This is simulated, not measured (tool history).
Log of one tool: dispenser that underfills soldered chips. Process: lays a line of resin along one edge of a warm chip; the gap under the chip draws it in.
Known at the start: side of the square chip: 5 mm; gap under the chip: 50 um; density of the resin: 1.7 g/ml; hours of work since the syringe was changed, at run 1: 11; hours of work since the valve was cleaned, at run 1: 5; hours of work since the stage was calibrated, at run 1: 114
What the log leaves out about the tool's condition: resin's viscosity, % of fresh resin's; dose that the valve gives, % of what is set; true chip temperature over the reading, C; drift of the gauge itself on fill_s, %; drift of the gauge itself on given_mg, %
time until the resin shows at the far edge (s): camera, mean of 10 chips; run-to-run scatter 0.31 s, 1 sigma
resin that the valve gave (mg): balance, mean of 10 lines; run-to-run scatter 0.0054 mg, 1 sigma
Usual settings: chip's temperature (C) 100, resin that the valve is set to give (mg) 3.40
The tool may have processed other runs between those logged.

run,hour,chip's temperature (C),resin that the valve is set to give (mg),hours of work since the syringe was changed,hours of work since the valve was cleaned,hours of work since the stage was calibrated,time until the resin shows at the far edge (s),resin that the valve gave (mg)
1,0.0,100,3.40,11,5,114,22.0,3.393
# hour 2.6: new syringe of resin
2,7.5,100,3.40,3,9,119,11.4,3.382
3,11.0,99,3.40,5,11,121,14.1,3.384
4,15.2,89,3.40,8,14,124,25.2,3.377
5,20.1,89,3.40,11,17,126,33.3,3.375
# hour 22.9: new syringe of resin
6,27.8,89,3.40,3,21,131,16.1,3.366
7,36.1,100,3.40,8,26,136,17.4,3.339
# hour 42.6: new syringe of resin
8,44.0,102,3.40,1,31,141,8.5,3.344
9,48.7,87,3.40,4,34,143,19.3,3.334
10,56.7,87,3.40,9,39,148,29.8,3.324
# hour 62.5: new syringe of resin
11,62.5,87,3.40,0,42,152,14.0,3.314
12,66.3,100,3.18,2,44,154,10.1,3.099
# hour 69.8: dispensing valve cleaned and set on the balance
13,74.8,107,3.96,7,3,159,11.4,3.964
14,80.6,107,3.96,10,7,162,16.2,3.951
# hour 83.3: new syringe of resin
15,89.0,97,3.49,3,12,167,12.6,3.470
16,92.9,97,3.49,6,14,169,15.8,3.470
17,100.9,101,3.09,11,19,174,20.1,3.060
# hour 103.6: new syringe of resin
18,106.5,113,3.62,2,22,177,6.0,3.581
19,112.1,96,4.14,5,25,181,15.6,4.080
20,115.9,91,2.99,7,28,183,23.0,2.941
21,122.2,86,2.99,11,31,187,40.2,2.936
# hour 123.7: new syringe of resin
22,128.1,86,2.99,3,35,190,18.8,2.930
23,136.5,105,3.32,8,40,195,13.9,3.239
24,142.6,105,3.62,11,44,199,19.1,3.523

Predict each of these 4 candidate next runs independently; none follows another, all start after run 24:
# hour 143.8: new syringe of resin
# hour 147.5: dispensing valve cleaned and set on the balance
A,150.3,108,3.22,3,2,203,?,?
# hour 143.8: new syringe of resin
# hour 147.5: dispensing valve cleaned and set on the balance
B,150.3,87,3.53,3,2,203,?,?
# hour 143.8: new syringe of resin
# hour 147.5: dispensing valve cleaned and set on the balance
C,150.3,99,3.58,3,2,203,?,?
# hour 143.8: new syringe of resin
# hour 147.5: dispensing valve cleaned and set on the balance
D,150.3,110,3.62,3,2,203,?,?

run,time until the resin shows at the far edge (s),resin that the valve gave (mg)
A,8.4,3.211
B,18.3,3.528
C,11.9,3.570
D,7.4,3.610
Take away the tool's hidden state, keep each run's random variation, and the runs would have read:
run,time until the resin shows at the far edge (s),resin that the valve gave (mg)
A,6.6,3.217
B,14.5,3.535
C,9.4,3.577
D,5.8,3.617
